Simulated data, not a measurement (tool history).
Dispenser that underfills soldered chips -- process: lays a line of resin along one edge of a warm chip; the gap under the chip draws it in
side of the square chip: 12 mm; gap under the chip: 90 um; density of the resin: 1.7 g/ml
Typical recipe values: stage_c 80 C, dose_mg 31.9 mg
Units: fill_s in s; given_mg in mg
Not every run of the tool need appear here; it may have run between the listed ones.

run,day,stage_c,dose_mg,fill_s,given_mg
1,0.000,80,31.9,45.2,30.44
# day 0.071: new syringe of resin
2,0.379,80,31.9,35.5,30.27
# day 0.683: new syringe of resin
# day 0.725: dispensing valve cleaned and set on the balance
3,0.854,80,31.9,28.0,31.98
4,1.162,80,31.9,41.7,31.83
# day 1.342: new syringe of resin
5,1.729,80,31.9,38.4,31.63
# day 1.958: new syringe of resin
6,2.375,80,30.8,40.3,30.29
# day 2.567: new syringe of resin
7,2.754,80,30.8,31.3,29.94
8,3.062,80,31.9,45.0,30.94
# day 3.179: new syringe of resin
# day 3.792: new syringe of resin
9,3.792,80,31.9,23.5,30.31
# day 4.383: new syringe of resin
10,4.479,80,31.9,27.5,30.12
# day 4.858: dispensing valve cleaned and set on the balance
# day 5.017: new syringe of resin
11,5.100,80,31.9,26.9,31.72
# day 5.625: new syringe of resin
12,5.825,80,31.9,31.1,31.58
# day 6.221: new syringe of resin
13,6.529,80,31.9,34.6,31.08
# day 6.871: new syringe of resin
14,7.046,80,31.9,29.8,30.86
# day 7.471: new syringe of resin
15,7.604,91,27.8,17.9,26.87
# day 8.071: new syringe of resin
16,8.233,84,35.9,22.7,34.33
# day 8.662: new syringe of resin
17,8.842,84,35.9,24.0,34.03
# day 9.033: dispensing valve cleaned and set on the balance
# day 9.304: new syringe of resin
18,9.546,84,27.5,27.9,27.30
# day 9.921: new syringe of resin
19,9.921,86,39.1,17.7,38.48
20,10.438,80,34.5,43.6,33.70
# day 10.558: new syringe of resin
21,10.775,81,37.1,29.2,36.16
# day 11.158: new syringe of resin
22,11.425,81,37.1,30.3,35.80
# day 11.796: new syringe of resin
23,11.992,90,28.4,19.4,27.29
# day 12.400: new syringe of resin
24,12.621,90,28.4,20.4,26.89
# day 13.008: new syringe of resin
25,13.075,90,28.4,16.7,26.69
# day 13.183: dispensing valve cleaned and set on the balance
# day 13.679: new syringe of resin
26,13.683,86,34.6,18.7,34.35

Here are 4 independent what-if runs from the current tool condition. What would each one return?
# day 14.308: new syringe of resin
A,14.400,78,37.6,?,?
# day 14.308: new syringe of resin
B,14.400,95,31.9,?,?
# day 14.308: new syringe of resin
C,14.400,69,36.7,?,?
# day 14.308: new syringe of resin
D,14.400,70,27.3,?,?

run,fill_s,given_mg
A,28.2,36.84
B,12.6,31.28
C,46.6,35.82
D,45.6,26.90
Without the tool's unlogged condition, the same runs would have read:
run,fill_s,given_mg
A,26.5,37.45
B,11.7,31.79
C,43.9,36.42
D,42.7,27.34
